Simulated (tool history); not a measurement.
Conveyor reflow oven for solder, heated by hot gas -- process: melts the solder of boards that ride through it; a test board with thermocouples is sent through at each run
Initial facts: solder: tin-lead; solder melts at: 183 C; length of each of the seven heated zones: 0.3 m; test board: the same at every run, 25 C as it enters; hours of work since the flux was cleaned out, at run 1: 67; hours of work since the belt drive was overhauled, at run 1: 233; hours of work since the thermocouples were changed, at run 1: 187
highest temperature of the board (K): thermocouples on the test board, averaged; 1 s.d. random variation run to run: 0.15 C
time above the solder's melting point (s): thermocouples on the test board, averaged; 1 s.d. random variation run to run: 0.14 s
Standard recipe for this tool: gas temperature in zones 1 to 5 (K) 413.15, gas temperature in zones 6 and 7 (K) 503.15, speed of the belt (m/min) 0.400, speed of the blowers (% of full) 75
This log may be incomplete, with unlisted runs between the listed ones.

| run | hour | gas temperature in zones 1 to 5 (K) | gas temperature in zones 6 and 7 (K) | speed of the belt (m/min) | speed of the blowers (% of full) | hours of work since the flux was cleaned out | hours of work since the belt drive was overhauled | hours of work since the thermocouples were changed | highest temperature of the board (K) | time above the solder's melting point (s) |
|---|---|---|---|---|---|---|---|---|---|---|
| 1 | 0.0 | 413.15 | 503.15 | 0.400 | 75 | 67 | 233 | 187 | 489.65 | 68.3 |
| 2 | 6.2 | 413.15 | 503.15 | 0.400 | 75 | 70 | 236 | 190 | 489.35 | 68.1 |
| 3 | 19.9 | 413.15 | 503.15 | 0.400 | 71 | 77 | 242 | 196 | 489.05 | 67.9 |
| 4 | 27.8 | 413.15 | 503.15 | 0.400 | 71 | 81 | 246 | 200 | 489.35 | 67.4 |
| 5 | 40.8 | 413.15 | 503.15 | 0.400 | 71 | 87 | 252 | 206 | 489.35 | 67.6 |
| 6 | 54.7 | 413.15 | 503.15 | 0.400 | 71 | 94 | 259 | 213 | 489.05 | 67.7 |
| 7 | 67.5 | 413.15 | 503.15 | 0.400 | 71 | 100 | 265 | 219 | 488.95 | 67.7 |
| 8 | 78.3 | 413.15 | 503.15 | 0.400 | 71 | 105 | 270 | 224 | 489.15 | 67.3 |
| 9 | 91.5 | 413.15 | 503.15 | 0.400 | 71 | 111 | 277 | 231 | 488.95 | 67.5 |
| 10 | 102.6 | 413.15 | 503.15 | 0.400 | 71 | 117 | 282 | 236 | 489.05 | 67.4 |
| 11 | 111.7 | 413.15 | 503.15 | 0.400 | 71 | 121 | 286 | 240 | 489.15 | 67.6 |
| 12 | 123.8 | 413.15 | 503.15 | 0.400 | 71 | 127 | 292 | 246 | 489.05 | 67.6 |
| 13 | 137.2 | 413.15 | 499.15 | 0.400 | 75 | 133 | 299 | 253 | 486.25 | 65.4 |
| 14 | 151.3 | 413.15 | 499.15 | 0.400 | 75 | 140 | 305 | 259 | 486.15 | 65.1 |
| 15 | 158.4 | 413.15 | 503.15 | 0.400 | 71 | 143 | 309 | 263 | 488.95 | 67.7 |
| 16 | 167.6 | 413.15 | 501.15 | 0.470 | 75 | 148 | 313 | 267 | 483.15 | 51.2 |
| 17 | 173.8 | 413.15 | 492.15 | 0.353 | 75 | 151 | 316 | 270 | 482.55 | 71.6 |
| 18 | 181.2 | 413.15 | 492.15 | 0.353 | 75 | 154 | 320 | 274 | 482.65 | 71.8 |
| 19 | 188.6 | 413.15 | 495.15 | 0.387 | 75 | 158 | 323 | 277 | 483.25 | 65.2 |
| 20 | 200.9 | 427.15 | 492.15 | 0.380 | 84 | 164 | 329 | 283 | 484.15 | 75.1 |
| 21 | 211.8 | 412.15 | 503.15 | 0.400 | 86 | 169 | 334 | 288 | 490.85 | 69.3 |
| 22 | 219.5 | 413.15 | 509.15 | 0.400 | 75 | 173 | 338 | 292 | 494.95 | 72.4 |
| 23 | 229.0 | 413.15 | 513.15 | 0.400 | 68 | 177 | 343 | 297 | 497.75 | 74.2 |
| 24 | 240.9 | 413.15 | 494.15 | 0.404 | 75 | 183 | 348 | 302 | 481.55 | 59.7 |
| 25 | 250.7 | 413.15 | 494.15 | 0.404 | 83 | 188 | 353 | 307 | 482.45 | 61.1 |
| 26 | 260.8 | 413.15 | 501.15 | 0.328 | 61 | 192 | 358 | 312 | 491.25 | 85.9 |
| 27 | 268.8 | 413.15 | 509.15 | 0.400 | 51 | 196 | 362 | 316 | 490.75 | 68.3 |
| 28 | 274.6 | 423.15 | 509.15 | 0.418 | 82 | 199 | 365 | 319 | 496.25 | 74.4 |
| 29 | 286.9 | 408.15 | 509.15 | 0.418 | 82 | 205 | 370 | 324 | 493.75 | 66.5 |
| 30 | 295.5 | 404.15 | 513.15 | 0.400 | 75 | 209 | 375 | 329 | 497.25 | 70.9 |

Each row is a separate what-if for the run after 30, all from the same tool condition, not one after another. Results?
| A | 306.6 | 411.15 | 494.15 | 0.400 | 68 | 214 | 380 | 334 | ? | ? |
| B | 306.6 | 404.15 | 513.15 | 0.400 | 55 | 214 | 380 | 334 | ? | ? |
| C | 306.6 | 425.15 | 513.15 | 0.400 | 61 | 214 | 380 | 334 | ? | ? |

| run | highest temperature of the board (K) | time above the solder's melting point (s) |
|---|---|---|
| A | 480.75 | 58.0 |
| B | 493.25 | 67.1 |
| C | 498.25 | 80.2 |
Take away the tool's hidden state, keep each run's random variation, and the runs would have read:
| run | highest temperature of the board (K) | time above the solder's melting point (s) |
|---|---|---|
| A | 480.75 | 58.1 |
| B | 493.25 | 67.2 |
| C | 498.25 | 80.2 |
